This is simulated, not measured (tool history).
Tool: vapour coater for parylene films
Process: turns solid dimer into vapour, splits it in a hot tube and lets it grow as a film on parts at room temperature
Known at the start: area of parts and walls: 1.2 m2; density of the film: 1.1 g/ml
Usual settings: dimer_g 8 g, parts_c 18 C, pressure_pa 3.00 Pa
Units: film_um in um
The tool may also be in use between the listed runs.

Run 1, hour 0.0: usual settings. Result: film_um 4.48 um.
Run 2, hour 7.5: usual settings. Result: film_um 4.51 um.
Run 3, hour 22.6: usual settings but pressure_pa 2.34 Pa. Result: film_um 4.58 um.
Run 4, hour 36.6: usual settings but pressure_pa 2.34 Pa. Result: film_um 4.58 um.
Run 5, hour 46.8: usual settings but pressure_pa 2.34 Pa. Result: film_um 4.52 um.
Run 6, hour 60.3: usual settings. Result: film_um 4.51 um.
Run 7, hour 69.2: usual settings but pressure_pa 5.46 Pa. Result: film_um 4.24 um.
Run 8, hour 83.1: usual settings but parts_c 21 C. Result: film_um 4.10 um.
Run 9, hour 96.5: usual settings but parts_c 21 C. Result: film_um 4.16 um.
Run 10, hour 109.8: usual settings but parts_c 26 C. Result: film_um 3.64 um.
Run 11, hour 116.6: usual settings but parts_c 26 C. Result: film_um 3.65 um.
Run 12, hour 126.5: usual settings but parts_c 22 C. Result: film_um 4.03 um.
Run 13, hour 134.4: usual settings but parts_c 22 C. Result: film_um 4.04 um.
Run 14, hour 145.2: usual settings but parts_c 22 C. Result: film_um 3.99 um.
Run 15, hour 159.4: usual settings but parts_c 22 C. Result: film_um 4.03 um.
Run 16, hour 166.8: usual settings but parts_c 22 C. Result: film_um 4.02 um.
At hour 181.8: trap's valve overhauled.
Run 17, hour 181.8: usual settings but parts_c 22 C. Result: film_um 4.21 um.
Run 18, hour 189.4: usual settings but parts_c 22 C. Result: film_um 4.20 um.
Run 19, hour 204.3: usual settings but parts_c 22 C. Result: film_um 4.18 um.
Run 20, hour 212.5: usual settings but parts_c 11 C. Result: film_um 5.55 um.
Run 21, hour 224.3: usual settings but parts_c 11 C. Result: film_um 5.56 um.
Run 22, hour 236.5: usual settings but pressure_pa 2.70 Pa. Result: film_um 4.65 um.
Run 23, hour 247.5: usual settings but pressure_pa 2.70 Pa. Result: film_um 4.69 um.
Run 24, hour 262.1: usual settings but pressure_pa 2.70 Pa. Result: film_um 4.70 um.
Run 25, hour 273.6: usual settings but dimer_g 3 g, pressure_pa 2.70 Pa. Result: film_um 1.75 um.
Run 26, hour 286.7: usual settings but dimer_g 3 g, parts_c 24 C, pressure_pa 2.70 Pa. Result: film_um 1.51 um.
Run 27, hour 301.4: usual settings but dimer_g 7 g, parts_c 24 C, pressure_pa 8.79 Pa. Result: film_um 3.17 um.
Run 28, hour 310.4: usual settings but dimer_g 9 g, parts_c 14 C, pressure_pa 10.28 Pa. Result: film_um 5.15 um.
Run 29, hour 319.3: usual settings but dimer_g 10 g, parts_c 19 C, pressure_pa 3.34 Pa. Result: film_um 5.60 um.
Run 30, hour 331.6: usual settings but dimer_g 10 g, parts_c 16 C, pressure_pa 2.92 Pa. Result: film_um 6.06 um.
Run 31, hour 345.4: usual settings but dimer_g 3 g, parts_c 24 C. Result: film_um 1.48 um.
Run 32, hour 353.5: usual settings but dimer_g 7 g, parts_c 14 C, pressure_pa 3.58 Pa. Result: film_um 4.36 um.
Run 33, hour 365.3: usual settings but dimer_g 7 g, parts_c 14 C, pressure_pa 3.58 Pa. Result: film_um 4.39 um.
Run 34, hour 377.6: usual settings but dimer_g 3 g, parts_c 17 C, pressure_pa 4.95 Pa. Result: film_um 1.71 um.
Run 35, hour 389.4: usual settings but dimer_g 3 g, parts_c 17 C, pressure_pa 4.95 Pa. Result: film_um 1.72 um.
Run 36, hour 404.9: usual settings but dimer_g 3 g, parts_c 17 C, pressure_pa 4.95 Pa. Result: film_um 1.68 um.
Run 37, hour 416.4: usual settings but dimer_g 3 g, parts_c 17 C, pressure_pa 4.95 Pa. Result: film_um 1.69 um.
Run 38, hour 428.6: usual settings but dimer_g 3 g, parts_c 17 C, pressure_pa 4.95 Pa. Result: film_um 1.70 um.
Run 39, hour 443.6: usual settings but parts_c 15 C, pressure_pa 7.65 Pa. Result: film_um 4.58 um.
Run 40, hour 458.5: usual settings but dimer_g 13 g, parts_c 19 C, pressure_pa 3.43 Pa. Result: film_um 7.20 um.
Run 41, hour 466.6: usual settings but dimer_g 5 g, parts_c 14 C, pressure_pa 6.62 Pa. Result: film_um 2.98 um.
Run 42, hour 478.8: usual settings but dimer_g 5 g, parts_c 14 C, pressure_pa 6.62 Pa. Result: film_um 2.96 um.
Run 43, hour 486.8: usual settings but dimer_g 4 g, parts_c 27 C, pressure_pa 2.17 Pa. Result: film_um 1.88 um.
Run 44, hour 497.3: usual settings but dimer_g 4 g, parts_c 11 C. Result: film_um 2.75 um.
Run 45, hour 508.7: usual settings but dimer_g 6 g, parts_c 12 C, pressure_pa 11.79 Pa. Result: film_um 3.53 um.
Run 46, hour 517.5: usual settings but dimer_g 6 g, parts_c 12 C, pressure_pa 11.79 Pa. Result: film_um 3.54 um.
Run 47, hour 527.5: usual settings but dimer_g 10 g, parts_c 15 C, pressure_pa 2.11 Pa. Result: film_um 6.34 um.
Run 48, hour 534.4: usual settings but dimer_g 10 g, parts_c 15 C, pressure_pa 2.13 Pa. Result: film_um 6.28 um.

3 ways to go on from here, each from the tool as it stands after run 48. What would each give?
Run A, hour 542.6: usual settings but parts_c 12 C, pressure_pa 11.89 Pa. Result: film_um ?.
Run B, hour 542.6: usual settings but dimer_g 10 g, parts_c 23 C, pressure_pa 11.86 Pa. Result: film_um ?.
Run C, hour 542.6: usual settings but dimer_g 13 g, parts_c 16 C, pressure_pa 3.70 Pa. Result: film_um ?.

run  film_um
  A     4.76
  B     4.49
  C     7.63
Without the tool's hidden state the same runs would have given:
run  film_um
  A     4.86
  B     4.59
  C     7.80
